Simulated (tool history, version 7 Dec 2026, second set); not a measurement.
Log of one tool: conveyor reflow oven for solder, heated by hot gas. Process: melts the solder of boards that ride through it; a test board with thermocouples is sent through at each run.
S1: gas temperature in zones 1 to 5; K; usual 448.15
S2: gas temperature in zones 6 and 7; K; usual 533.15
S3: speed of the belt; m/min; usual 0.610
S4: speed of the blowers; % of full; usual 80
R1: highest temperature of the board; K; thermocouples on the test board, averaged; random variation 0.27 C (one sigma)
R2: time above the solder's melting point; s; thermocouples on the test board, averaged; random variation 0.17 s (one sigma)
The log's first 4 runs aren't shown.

run 5 hour=61.9 | S1=452.15 S2=533.15 S3=0.610 S4=80 | R1=520.15 R2=50.5
run 6 hour=72.8 | S1=448.15 S2=533.15 S3=0.610 S4=80 | R1=519.55 R2=48.8
run 7 hour=94.9 | S1=448.15 S2=533.15 S3=0.701 S4=80 | R1=515.85 R2=38.3
run 8 hour=105.6 | S1=448.15 S2=533.15 S3=0.701 S4=80 | R1=515.55 R2=38.4
run 9 hour=115.1 | S1=448.15 S2=533.15 S3=0.701 S4=80 | R1=515.05 R2=38.2
run 10 hour=124.6 | S1=434.15 S2=533.15 S3=0.610 S4=80 | R1=517.55 R2=42.5
run 11 hour=143.7 | S1=448.15 S2=533.15 S3=0.610 S4=80 | R1=519.35 R2=48.6
run 12 hour=162.5 | S1=448.15 S2=533.15 S3=0.610 S4=80 | R1=519.05 R2=48.3
run 13 hour=183.0 | S1=448.15 S2=533.15 S3=0.610 S4=80 | R1=518.85 R2=48.3
run 14 hour=204.3 | S1=448.15 S2=534.15 S3=0.610 S4=80 | R1=519.85 R2=48.8
-- hour=209.4 belt drive overhauled, speed set with a stopwatch
run 15 hour=217.7 | S1=448.15 S2=534.15 S3=0.610 S4=80 | R1=520.25 R2=49.0
run 16 hour=235.5 | S1=448.15 S2=534.15 S3=0.610 S4=80 | R1=520.15 R2=49.1
-- hour=256.4 belt drive overhauled, speed set with a stopwatch, once more
run 17 hour=258.4 | S1=448.15 S2=524.15 S3=0.494 S4=53 | R1=512.65 R2=54.0
-- hour=269.2 flux residue cleaned out of gas plates and filters
run 18 hour=283.2 | S1=448.15 S2=524.15 S3=0.494 S4=53 | R1=512.95 R2=55.2
run 19 hour=296.0 | S1=448.15 S2=524.15 S3=0.494 S4=53 | R1=513.15 R2=55.4

Run 20 comes next. What will it give?
run 20 hour=315.4 | S1=433.15 S2=524.15 S3=0.559 S4=65 | R1=? R2=?

R1: 510.05 K
R2: 39.2 s
Without the tool's hidden state the same run would have given R1 511.45 K, R2 40.7 s.

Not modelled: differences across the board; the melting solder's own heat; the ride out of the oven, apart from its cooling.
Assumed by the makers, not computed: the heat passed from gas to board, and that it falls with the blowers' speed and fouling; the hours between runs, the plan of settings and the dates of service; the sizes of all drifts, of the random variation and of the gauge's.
